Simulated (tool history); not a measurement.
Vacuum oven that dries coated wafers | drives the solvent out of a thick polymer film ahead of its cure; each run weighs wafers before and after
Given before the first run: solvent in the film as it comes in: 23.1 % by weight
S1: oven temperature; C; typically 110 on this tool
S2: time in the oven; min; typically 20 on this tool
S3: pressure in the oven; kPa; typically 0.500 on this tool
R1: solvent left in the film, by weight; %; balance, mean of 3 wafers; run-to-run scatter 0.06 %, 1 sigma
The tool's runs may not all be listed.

run	hour	S1	S2	S3	R1
1	0.0	110	20	0.500	3.36
2	15.4	110	19	0.500	3.58
3	41.9	110	20	0.500	3.29
4	62.2	110	20	0.500	3.38
5	94.8	110	34	0.500	1.12
6	119.8	110	20	0.500	3.34
7	135.7	110	20	0.500	3.28
8	155.8	110	25	0.500	2.28
9	169.9	110	25	0.500	2.22
10	185.6	110	25	0.500	2.21
11	201.8	120	20	0.500	1.32
12	232.9	120	20	0.500	1.33
13	249.6	110	20	0.500	3.25
14	281.1	118	20	0.500	1.64
15	297.3	118	20	0.500	1.74
16	313.3	118	20	0.500	1.82
17	342.0	110	12	0.500	6.55
18	370.0	110	20	0.500	3.32
19	394.3	110	18	0.500	3.88
20	411.1	110	18	0.500	3.97
21	436.9	110	18	0.500	3.93
22	452.5	110	18	0.500	3.99
23	474.5	104	28	0.583	2.98
24	503.7	123	17	0.600	1.47
25	531.9	122	14	0.600	2.50
26	548.6	122	14	0.600	2.58
27	566.6	122	14	0.600	2.40
28	585.6	122	14	0.600	2.52
29	599.1	102	20	1.518	6.21
30	617.1	105	28	0.500	2.80
31	647.0	114	27	1.985	2.08
32	660.0	101	31	0.500	3.20
33	689.0	101	31	0.500	3.25
34	707.4	101	31	0.500	3.12
35	739.1	101	31	0.500	3.20
36	761.0	114	31	0.886	1.19
37	778.3	110	20	0.643	3.30
38	806.9	110	20	0.643	3.36
39	835.7	110	13	0.643	6.07
40	864.1	110	32	1.447	1.90
41	883.7	110	32	1.447	2.01
42	898.2	99	13	1.087	9.71
43	919.0	99	13	1.087	9.84
44	941.9	99	13	1.087	9.87

Forecast each of these 4 alternatives for the next run:
# hour 952.2: vacuum gauge cleaned of residue and calibrated
A	969.4	99	10	0.356	?
# hour 952.2: vacuum gauge cleaned of residue and calibrated
B	969.4	116	21	1.098	?
# hour 952.2: vacuum gauge cleaned of residue and calibrated
C	969.4	95	20	0.350	?
# hour 952.2: vacuum gauge cleaned of residue and calibrated
D	969.4	110	20	0.468	?

run	R1
A	11.04
B	2.18
C	7.53
D	3.22
With no hidden state in the tool, these same runs would have given:
run	R1
A	11.02
B	2.17
C	7.50
D	3.20
